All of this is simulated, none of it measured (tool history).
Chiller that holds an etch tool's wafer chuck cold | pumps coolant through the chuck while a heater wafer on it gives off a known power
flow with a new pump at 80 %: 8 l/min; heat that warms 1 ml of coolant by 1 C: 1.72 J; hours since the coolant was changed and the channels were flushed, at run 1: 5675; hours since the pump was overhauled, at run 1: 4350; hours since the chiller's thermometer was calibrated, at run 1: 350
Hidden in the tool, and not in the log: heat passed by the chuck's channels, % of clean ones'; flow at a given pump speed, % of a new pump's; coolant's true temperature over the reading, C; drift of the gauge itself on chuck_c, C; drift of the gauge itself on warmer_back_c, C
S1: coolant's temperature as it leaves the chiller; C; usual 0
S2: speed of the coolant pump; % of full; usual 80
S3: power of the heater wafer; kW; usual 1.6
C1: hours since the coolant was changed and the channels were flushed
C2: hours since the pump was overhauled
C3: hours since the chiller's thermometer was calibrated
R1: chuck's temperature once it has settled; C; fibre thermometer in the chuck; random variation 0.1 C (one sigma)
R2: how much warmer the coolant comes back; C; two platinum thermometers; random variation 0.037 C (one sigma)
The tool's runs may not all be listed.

run 1 hour=0 | S1=0 S2=80 S3=1.6 | C1=5675 C2=4350 C3=350 | R1=21.7 R2=7.43
run 2 hour=180.4 | S1=0 S2=80 S3=1.6 | C1=5855 C2=4530 C3=531 | R1=22.1 R2=7.48
run 3 hour=303.2 | S1=0 S2=80 S3=1.6 | C1=5978 C2=4653 C3=653 | R1=22.3 R2=7.5
run 4 hour=417.9 | S1=0 S2=80 S3=1.6 | C1=6093 C2=4767 C3=768 | R1=22.2 R2=7.44
-- hour=518 coolant changed, channels flushed
run 5 hour=551.6 | S1=0 S2=80 S3=1.6 | C1=34 C2=4895 C3=896 | R1=19 R2=7.54
run 6 hour=687.8 | S1=0 S2=80 S3=1.6 | C1=170 C2=5031 C3=1032 | R1=18.9 R2=7.58
run 7 hour=836.4 | S1=0 S2=80 S3=1.218 | C1=318 C2=5180 C3=1181 | R1=14.4 R2=5.76
run 8 hour=956.5 | S1=0 S2=80 S3=1.6 | C1=439 C2=5300 C3=1301 | R1=19.1 R2=7.6
run 9 hour=1151.9 | S1=0 S2=80 S3=1.6 | C1=634 C2=5495 C3=1496 | R1=19.1 R2=7.65
run 10 hour=1235.5 | S1=0 S2=80 S3=1.6 | C1=717 C2=5579 C3=1580 | R1=19.6 R2=7.62
run 11 hour=1372.2 | S1=0 S2=80 S3=1.6 | C1=854 C2=5716 C3=1717 | R1=19.4 R2=7.66
run 12 hour=1530.3 | S1=0 S2=80 S3=1.6 | C1=1012 C2=5874 C3=1875 | R1=19.4 R2=7.63
run 13 hour=1643 | S1=0 S2=80 S3=1.792 | C1=1125 C2=5986 C3=1987 | R1=21.9 R2=8.57
run 14 hour=1743.5 | S1=0 S2=80 S3=1.792 | C1=1226 C2=6087 C3=2088 | R1=22 R2=8.55
run 15 hour=1907.5 | S1=0 S2=68 S3=1.6 | C1=1389 C2=6251 C3=2252 | R1=22.7 R2=9.09
run 16 hour=2076.6 | S1=0 S2=68 S3=1.6 | C1=1559 C2=6420 C3=2421 | R1=22.8 R2=9.07
run 17 hour=2250.2 | S1=0 S2=68 S3=1.6 | C1=1732 C2=6594 C3=2595 | R1=23 R2=9.08
run 18 hour=2384.1 | S1=-9 S2=78 S3=1.6 | C1=1866 C2=6728 C3=2728 | R1=11.4 R2=7.95
run 19 hour=2466.6 | S1=9 S2=71 S3=2.091 | C1=1949 C2=6810 C3=2811 | R1=38.2 R2=11.42
run 20 hour=2558.7 | S1=0 S2=64 S3=1.6 | C1=2041 C2=6902 C3=2903 | R1=24.6 R2=9.79
run 21 hour=2654.8 | S1=-6 S2=88 S3=1.221 | C1=2137 C2=6998 C3=2999 | R1=8 R2=5.39
run 22 hour=2807.8 | S1=-6 S2=88 S3=1.221 | C1=2290 C2=7151 C3=3152 | R1=8.3 R2=5.35
run 23 hour=2953.6 | S1=-6 S2=88 S3=1.221 | C1=2436 C2=7297 C3=3298 | R1=8.3 R2=5.42
run 24 hour=3039.9 | S1=-6 S2=88 S3=1.221 | C1=2522 C2=7383 C3=3384 | R1=8.2 R2=5.43
run 25 hour=3134.1 | S1=-4 S2=68 S3=1.6 | C1=2616 C2=7478 C3=3478 | R1=19.9 R2=9.32
-- hour=3284 coolant pump overhauled
run 26 hour=3287.2 | S1=-4 S2=68 S3=1.6 | C1=2764 C2=3 C3=3627 | R1=17.6 R2=8.31
run 27 hour=3384.8 | S1=-4 S2=68 S3=1.6 | C1=2862 C2=101 C3=3724 | R1=17.6 R2=8.33
run 28 hour=3569.4 | S1=5 S2=70 S3=0.895 | C1=3046 C2=285 C3=3909 | R1=16.9 R2=4.59
run 29 hour=3703.4 | S1=8 S2=94 S3=1.346 | C1=3180 C2=419 C3=4043 | R1=21.9 R2=5.07
run 30 hour=3894.2 | S1=-1 S2=78 S3=1.6 | C1=3371 C2=610 C3=4234 | R1=18.9 R2=7.33
run 31 hour=4079.6 | S1=5 S2=76 S3=2.123 | C1=3557 C2=796 C3=4419 | R1=32.1 R2=10
run 32 hour=4224.7 | S1=-3 S2=65 S3=1.812 | C1=3702 C2=941 C3=4564 | R1=23.6 R2=9.95
run 33 hour=4348.1 | S1=-3 S2=65 S3=1.812 | C1=3825 C2=1064 C3=4687 | R1=23.6 R2=10.02

Hidden state or all else? Some run-to-run changes of R1, split into what the settings, what came in and random variation would give without the hidden state, and what is left for the hidden state (with any gauge scatter that isn't in both results):
Run 4 -> 5: coolant changed, channels flushed. R1 -3.2 C: hidden state -3.5, all else +0.3.
Run 18 -> 19: S1 -9 -> 9, S2 78 -> 71, S3 1.6 -> 2.091. R1 +26.8 C: hidden state +1.2, all else +25.6.
Run 19 -> 20: S1 9 -> 0, S2 71 -> 64, S3 2.091 -> 1.6. R1 -13.6 C: hidden state -0.6, all else -13.
Run 20 -> 21: S1 0 -> -6, S2 64 -> 88, S3 1.6 -> 1.221. R1 -16.6 C: hidden state -1.3, all else -15.3.
Run 24 -> 25: S1 -6 -> -4, S2 88 -> 68, S3 1.221 -> 1.6. R1 +11.7 C: hidden state +1.5, all else +10.2.
Run 25 -> 26: coolant pump overhauled. R1 -2.3 C: hidden state -2, all else -0.3.
